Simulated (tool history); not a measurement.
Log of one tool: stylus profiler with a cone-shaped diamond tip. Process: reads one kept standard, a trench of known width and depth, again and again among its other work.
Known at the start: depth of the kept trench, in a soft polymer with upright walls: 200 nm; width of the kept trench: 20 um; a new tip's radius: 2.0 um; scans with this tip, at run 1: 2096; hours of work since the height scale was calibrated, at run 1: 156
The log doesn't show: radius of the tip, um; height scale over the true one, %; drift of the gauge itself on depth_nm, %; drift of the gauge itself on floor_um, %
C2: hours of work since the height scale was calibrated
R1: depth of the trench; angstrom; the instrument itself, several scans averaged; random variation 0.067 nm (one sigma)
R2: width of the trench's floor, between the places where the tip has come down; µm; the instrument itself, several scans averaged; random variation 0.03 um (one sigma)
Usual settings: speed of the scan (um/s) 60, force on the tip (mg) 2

{"run": 1, "day": 0.0, "speed of the scan (um/s)": 60, "force on the tip (mg)": 2, "scans with this tip": 2096, "C2": 156, "R1": 2021.6, "R2": 17.79}
{"run": 2, "day": 0.621, "speed of the scan (um/s)": 60, "force on the tip (mg)": 2, "scans with this tip": 2208, "C2": 164, "R1": 2022.5, "R2": 17.7}
{"run": 3, "day": 1.121, "speed of the scan (um/s)": 60, "force on the tip (mg)": 2, "scans with this tip": 2298, "C2": 171, "R1": 2020.8, "R2": 17.78}
{"run": 4, "day": 1.458, "speed of the scan (um/s)": 60, "force on the tip (mg)": 2, "scans with this tip": 2359, "C2": 175, "R1": 2022.2, "R2": 17.73}
{"run": 5, "day": 1.975, "speed of the scan (um/s)": 60, "force on the tip (mg)": 2, "scans with this tip": 2452, "C2": 182, "R1": 2022.2, "R2": 17.72}
{"run": 6, "day": 2.562, "speed of the scan (um/s)": 60, "force on the tip (mg)": 2.5, "scans with this tip": 2558, "C2": 190, "R1": 2025.3, "R2": 17.84}
{"run": 7, "day": 3.012, "speed of the scan (um/s)": 60, "force on the tip (mg)": 2.5, "scans with this tip": 2638, "C2": 196, "R1": 2024.6, "R2": 17.86}
{"run": 8, "day": 3.65, "speed of the scan (um/s)": 60, "force on the tip (mg)": 2.5, "scans with this tip": 2753, "C2": 204, "R1": 2025.4, "R2": 17.75}
{"run": 9, "day": 4.25, "speed of the scan (um/s)": 60, "force on the tip (mg)": 2.5, "scans with this tip": 2861, "C2": 212, "R1": 2025.1, "R2": 17.79}

The next listed run, before its measurement:
{"run": 10, "day": 4.533, "speed of the scan (um/s)": 99, "force on the tip (mg)": 3.11, "scans with this tip": 2913, "C2": 216, "R1": "?", "R2": "?"}

Run 10 gave R1 2029.1 angstrom, R2 17.66 µm.
Without the tool's hidden state the same run would have given R1 2026.9 angstrom, R2 17.85 µm.
